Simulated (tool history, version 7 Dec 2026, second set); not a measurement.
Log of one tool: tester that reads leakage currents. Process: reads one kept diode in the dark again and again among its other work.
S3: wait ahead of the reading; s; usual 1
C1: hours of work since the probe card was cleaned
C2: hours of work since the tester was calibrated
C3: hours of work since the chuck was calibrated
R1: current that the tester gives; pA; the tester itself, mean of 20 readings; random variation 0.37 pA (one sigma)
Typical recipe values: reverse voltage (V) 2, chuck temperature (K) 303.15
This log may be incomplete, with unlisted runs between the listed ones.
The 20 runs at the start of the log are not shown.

Run 21, hour 2648.7: usual settings but S3 0.39 s; C1 536; C2 360; C3 1031. Result: R1 110.03 pA.
Run 22, hour 2801.4: usual settings but S3 0.39 s; C1 628; C2 453; C3 1123. Result: R1 109.29 pA.
At hour 2865.5: chuck's temperature calibrated.
At hour 2934.8: tester calibrated, once more.
Run 23, hour 2948.4: usual settings but S3 0.39 s; C1 715; C2 8; C3 49. Result: R1 121.08 pA.
Run 24, hour 3052.7: usual settings but S3 0.39 s; C1 779; C2 72; C3 113. Result: R1 119.82 pA.
Run 25, hour 3171.3: usual settings but S3 0.39 s; C1 851; C2 144; C3 185. Result: R1 119.09 pA.
Run 26, hour 3326: usual settings but chuck temperature (K) 298.15, S3 0.39 s; C1 945; C2 238; C3 279. Result: R1 78.9 pA.
Run 27, hour 3438.9: usual settings but reverse voltage (V) 2.71, chuck temperature (K) 298.15, S3 0.39 s; C1 1014; C2 307; C3 348. Result: R1 94.52 pA.
Run 28, hour 3528: usual settings but reverse voltage (V) 2.71, chuck temperature (K) 298.15, S3 0.39 s; C1 1068; C2 361; C3 402. Result: R1 93.53 pA.
Run 29, hour 3677: usual settings but reverse voltage (V) 2.71, chuck temperature (K) 298.15, S3 0.39 s; C1 1159; C2 451; C3 492. Result: R1 92.32 pA.
Run 30, hour 3837.6: usual settings but reverse voltage (V) 10.8; C1 1256; C2 549; C3 590. Result: R1 308.35 pA.
Run 31, hour 3981.2: usual settings but reverse voltage (V) 10.8; C1 1344; C2 636; C3 677. Result: R1 305.66 pA.
At hour 4114.9: probe card cleaned and baked.
Run 32, hour 4114.9: usual settings but reverse voltage (V) 10.8; C1 0; C2 716; C3 757. Result: R1 292.72 pA.
Run 33, hour 4191.1: usual settings but reverse voltage (V) 16.76, chuck temperature (K) 324.15; C1 46; C2 762; C3 803. Result: R1 1806.47 pA.
Run 34, hour 4321.5: usual settings but reverse voltage (V) 1.31, chuck temperature (K) 297.15, S3 1.76 s; C1 126; C2 842; C3 883. Result: R1 50.77 pA.
Run 35, hour 4496.8: usual settings but S3 0.86 s; C1 232; C2 948; C3 989. Result: R1 105.44 pA.
Run 36, hour 4593.1: usual settings but S3 9.28 s; C1 291; C2 1007; C3 1048. Result: R1 103.91 pA.
Run 37, hour 4709: usual settings but S3 9.28 s; C1 361; C2 1077; C3 1118. Result: R1 102.76 pA.
At hour 4790.3: chuck's temperature calibrated.
Run 38, hour 4886.8: usual settings but reverse voltage (V) 1.01, chuck temperature (K) 302.15, S3 3.61 s; C1 468; C2 1184; C3 59. Result: R1 75.53 pA.
Run 39, hour 5033.8: usual settings but reverse voltage (V) 3.11, chuck temperature (K) 295.15, S3 3.61 s; C1 558; C2 1274; C3 148. Result: R1 82.68 pA.

Consider 4 possible next runs. They are alternatives, not a sequence: every one starts from the tool as it was left by run 39. What does each give?
Run A, hour 5173.3: usual settings but reverse voltage (V) 3.11, chuck temperature (K) 293.15, S3 3.61 s; C1 643; C2 1358; C3 233. Result: R1 ?.
Run B, hour 5173.3: usual settings but reverse voltage (V) 7.93, S3 0.54 s; C1 643; C2 1358; C3 233. Result: R1 ?.
Run C, hour 5173.3: usual settings but reverse voltage (V) 1.57, chuck temperature (K) 316.15; C1 643; C2 1358; C3 233. Result: R1 ?.
Run D, hour 5173.3: usual settings but chuck temperature (K) 294.15; C1 643; C2 1358; C3 233. Result: R1 ?.

run      R1
  A   69.54
  B     276
  C  278.98
  D   58.31
Had the tool no hidden state, the same runs would have come out as:
run      R1
  A   70.22
  B  279.54
  C  284.22
  D   59.07

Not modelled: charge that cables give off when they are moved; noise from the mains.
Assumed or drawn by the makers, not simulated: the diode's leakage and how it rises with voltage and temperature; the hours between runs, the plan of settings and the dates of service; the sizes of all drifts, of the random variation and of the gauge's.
